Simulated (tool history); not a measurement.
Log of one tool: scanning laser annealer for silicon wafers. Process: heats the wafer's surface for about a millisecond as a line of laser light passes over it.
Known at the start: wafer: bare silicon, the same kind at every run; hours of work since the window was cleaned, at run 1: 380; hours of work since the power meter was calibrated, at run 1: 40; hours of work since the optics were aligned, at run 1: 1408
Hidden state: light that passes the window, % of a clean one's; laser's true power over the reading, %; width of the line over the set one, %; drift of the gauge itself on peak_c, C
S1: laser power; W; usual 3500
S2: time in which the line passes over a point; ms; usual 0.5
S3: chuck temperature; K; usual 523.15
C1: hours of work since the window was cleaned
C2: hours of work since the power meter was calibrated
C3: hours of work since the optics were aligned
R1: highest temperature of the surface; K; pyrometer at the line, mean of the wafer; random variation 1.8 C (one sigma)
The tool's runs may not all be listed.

run	hour	S1	S2	S3	C1	C2	C3	R1
1	0	3500	0.5	523.15	380	40	1408	1303.15
2	22.9	3500	0.5	523.15	398	58	1426	1304.15
3	38.6	3500	0.5	523.15	410	71	1439	1305.15
4	49.7	3500	0.5	523.15	419	80	1448	1303.15
5	72.6	3738	0.5	523.15	437	98	1466	1376.15
6	87.6	3738	0.5	523.15	449	110	1478	1373.15
7	102.3	3738	0.5	523.15	461	121	1489	1375.15
8	112.4	3738	0.5	523.15	469	129	1497	1378.15
9	122.3	3738	0.5	523.15	477	137	1505	1377.15
10	140.8	3738	0.5	523.15	491	152	1520	1376.15
11	151.1	3738	0.5	562.15	500	160	1528	1416.15
12	170	3791	0.5	562.15	515	175	1543	1431.15
13	193	3500	0.5	523.15	533	193	1561	1306.15
14	206.5	3500	0.5	523.15	543	204	1572	1310.15
15	223.6	3500	0.5	523.15	557	217	1585	1305.15
16	234.1	3022	0.5	523.15	565	226	1594	1171.15
17	248.5	3344	0.522	562.15	577	237	1605	1320.15
18	263.7	3013	0.5	554.15	589	249	1617	1202.15
19	280	3341	0.483	498.15	602	262	1630	1225.15
20	300.7	3653	0.552	543.15	618	279	1646	1420.15

Forecast run 21:
21	318.6	3064	0.588	492.15	632	293	1661	?

R1: 1219.15 K
Without the tool's hidden state the same run would have given R1 1220.15 K.
